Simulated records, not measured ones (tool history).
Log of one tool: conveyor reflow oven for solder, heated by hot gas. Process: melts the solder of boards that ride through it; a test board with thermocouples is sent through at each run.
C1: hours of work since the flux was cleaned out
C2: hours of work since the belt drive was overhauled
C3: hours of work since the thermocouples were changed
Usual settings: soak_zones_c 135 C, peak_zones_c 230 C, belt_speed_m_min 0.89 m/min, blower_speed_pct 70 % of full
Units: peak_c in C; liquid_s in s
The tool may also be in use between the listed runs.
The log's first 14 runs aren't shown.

{"run": 15, "hour": 450.9, "soak_zones_c": 136, "peak_zones_c": 230, "belt_speed_m_min": 0.89, "blower_speed_pct": 70, "C1": 360, "C2": 324, "C3": 468, "peak_c": 208.8, "liquid_s": 29.6}
{"run": 16, "hour": 484.7, "soak_zones_c": 135, "peak_zones_c": 230, "belt_speed_m_min": 0.89, "blower_speed_pct": 70, "C1": 381, "C2": 344, "C3": 489, "peak_c": 208.1, "liquid_s": 29}
{"run": 17, "hour": 514.3, "soak_zones_c": 136, "peak_zones_c": 243, "belt_speed_m_min": 0.89, "blower_speed_pct": 55, "C1": 399, "C2": 363, "C3": 507, "peak_c": 213.1, "liquid_s": 31.2}
{"run": 18, "hour": 535.3, "soak_zones_c": 136, "peak_zones_c": 243, "belt_speed_m_min": 0.962, "blower_speed_pct": 55, "C1": 412, "C2": 375, "C3": 520, "peak_c": 209.1, "liquid_s": 25.7}
{"run": 19, "hour": 565.1, "soak_zones_c": 136, "peak_zones_c": 243, "belt_speed_m_min": 0.962, "blower_speed_pct": 55, "C1": 430, "C2": 394, "C3": 538, "peak_c": 209.6, "liquid_s": 26.2}
{"run": 20, "hour": 584.8, "soak_zones_c": 135, "peak_zones_c": 222, "belt_speed_m_min": 0.868, "blower_speed_pct": 70, "C1": 442, "C2": 406, "C3": 550, "peak_c": 202.9, "liquid_s": 26.6}
{"run": 21, "hour": 617.1, "soak_zones_c": 135, "peak_zones_c": 230, "belt_speed_m_min": 0.918, "blower_speed_pct": 63, "C1": 462, "C2": 426, "C3": 570, "peak_c": 204.6, "liquid_s": 26}
{"run": 22, "hour": 656.3, "soak_zones_c": 135, "peak_zones_c": 230, "belt_speed_m_min": 0.918, "blower_speed_pct": 63, "C1": 486, "C2": 450, "C3": 594, "peak_c": 204.4, "liquid_s": 25.5}
{"hour": 671.7, "done": "flux residue cleaned out of gas plates and filters"}
{"run": 23, "hour": 682.6, "soak_zones_c": 143, "peak_zones_c": 228, "belt_speed_m_min": 1.038, "blower_speed_pct": 77, "C1": 7, "C2": 463, "C3": 607, "peak_c": 205.5, "liquid_s": 24.2}
{"run": 24, "hour": 717.9, "soak_zones_c": 143, "peak_zones_c": 228, "belt_speed_m_min": 1.038, "blower_speed_pct": 77, "C1": 28, "C2": 484, "C3": 629, "peak_c": 205.6, "liquid_s": 24.8}
{"run": 25, "hour": 759.4, "soak_zones_c": 143, "peak_zones_c": 228, "belt_speed_m_min": 1.038, "blower_speed_pct": 63, "C1": 54, "C2": 510, "C3": 654, "peak_c": 201.3, "liquid_s": 21}
{"run": 26, "hour": 784.7, "soak_zones_c": 127, "peak_zones_c": 230, "belt_speed_m_min": 0.862, "blower_speed_pct": 70, "C1": 69, "C2": 525, "C3": 670, "peak_c": 207.5, "liquid_s": 28.1}
{"run": 27, "hour": 811.3, "soak_zones_c": 127, "peak_zones_c": 230, "belt_speed_m_min": 0.862, "blower_speed_pct": 70, "C1": 86, "C2": 542, "C3": 686, "peak_c": 208.2, "liquid_s": 28.6}
{"run": 28, "hour": 832.4, "soak_zones_c": 127, "peak_zones_c": 230, "belt_speed_m_min": 0.862, "blower_speed_pct": 70, "C1": 99, "C2": 555, "C3": 699, "peak_c": 207.9, "liquid_s": 29.1}
{"run": 29, "hour": 867.6, "soak_zones_c": 135, "peak_zones_c": 230, "belt_speed_m_min": 0.756, "blower_speed_pct": 73, "C1": 120, "C2": 576, "C3": 721, "peak_c": 214.2, "liquid_s": 39.8}
{"run": 30, "hour": 901.9, "soak_zones_c": 134, "peak_zones_c": 221, "belt_speed_m_min": 0.731, "blower_speed_pct": 70, "C1": 141, "C2": 597, "C3": 742, "peak_c": 207, "liquid_s": 35.7}
{"run": 31, "hour": 927.2, "soak_zones_c": 134, "peak_zones_c": 221, "belt_speed_m_min": 0.731, "blower_speed_pct": 70, "C1": 157, "C2": 613, "C3": 757, "peak_c": 206.8, "liquid_s": 35.1}

Forecast each of these 3 alternatives for the next run:
{"run": "A", "hour": 969.0, "soak_zones_c": 136, "peak_zones_c": 230, "belt_speed_m_min": 0.775, "blower_speed_pct": 56, "C1": 182, "C2": 639, "C3": 783, "peak_c": "?", "liquid_s": "?"}
{"run": "B", "hour": 969.0, "soak_zones_c": 134, "peak_zones_c": 221, "belt_speed_m_min": 0.731, "blower_speed_pct": 62, "C1": 182, "C2": 639, "C3": 783, "peak_c": "?", "liquid_s": "?"}
{"run": "C", "hour": 969.0, "soak_zones_c": 145, "peak_zones_c": 240, "belt_speed_m_min": 0.731, "blower_speed_pct": 51, "C1": 182, "C2": 639, "C3": 783, "peak_c": "?", "liquid_s": "?"}

run=A peak_c=209.2 liquid_s=33.2
run=B peak_c=204.8 liquid_s=33.3
run=C peak_c=219.2 liquid_s=45.6
Without the tool's hidden state the same runs would have given:
run=A peak_c=209.4 liquid_s=33.3
run=B peak_c=204.9 liquid_s=33.4
run=C peak_c=219.3 liquid_s=45.7

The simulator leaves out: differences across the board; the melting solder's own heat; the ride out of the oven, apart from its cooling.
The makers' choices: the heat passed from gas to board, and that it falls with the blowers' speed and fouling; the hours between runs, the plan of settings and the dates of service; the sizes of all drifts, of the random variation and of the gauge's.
